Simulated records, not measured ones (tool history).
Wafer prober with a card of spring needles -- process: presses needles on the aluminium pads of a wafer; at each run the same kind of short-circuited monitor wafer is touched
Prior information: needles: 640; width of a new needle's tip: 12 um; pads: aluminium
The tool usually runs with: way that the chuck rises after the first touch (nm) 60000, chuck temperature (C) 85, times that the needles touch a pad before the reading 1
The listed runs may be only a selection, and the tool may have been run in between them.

run,hour,way that the chuck rises after the first touch (nm),chuck temperature (C),times that the needles touch a pad before the reading,resistance of one needle with its contact and lead (mohm),way that a needle slides on the pad (nm)
1,0,60000,85,1,191,9480
2,6.9,60000,85,1,190,9470
3,15,60000,85,1,191,9500
# hour 16.4: tips cleaned on abrasive film
4,20,60000,85,1,190,9470
5,25.5,60000,85,1,193,9490
6,31.4,60000,85,1,196,9520
# hour 34.4: tips cleaned on abrasive film
7,37.1,60000,85,1,191,9480
8,41.5,60000,27,1,178,9500
9,48.7,60000,27,1,180,9530
# hour 52.5: tips cleaned on abrasive film
10,54.9,42000,85,2,197,6670
11,59.6,42000,85,2,199,6670
12,65.9,60000,85,2,192,9510
# hour 70.5: tips cleaned on abrasive film
13,70.5,46000,85,2,192,7310
14,75.7,49000,37,2,185,7840
15,79.9,47000,37,1,184,7450
16,85.6,47000,45,1,187,7450
# hour 88.8: tips cleaned on abrasive film
17,92.5,43000,85,1,197,6860
18,101.2,56000,31,3,180,8930

For some of the steps in way that a needle slides on the pad (nm) from one run to the next: how much would appear even if the tool had no hidden state, given the settings, what came in and random variation, and how much remains for the hidden state plus any gauge scatter that the measured result and the result without hidden state don't share?
Hidden conditions of the tool in this case: debris on the tips, nm; way that the needles fall short of the set height, um; tips' diameter, um; drift of the gauge itself on contact_mohm, %; drift of the gauge itself on scrub_um, %.
Run 9 -> 10: way that the chuck rises after the first touch (nm) 60000 -> 42000, chuck temperature (C) 27 -> 85, times that the needles touch a pad before the reading 1 -> 2, tips cleaned on abrasive film. way that a needle slides on the pad (nm) -2860: hidden state -20, all else -2840.
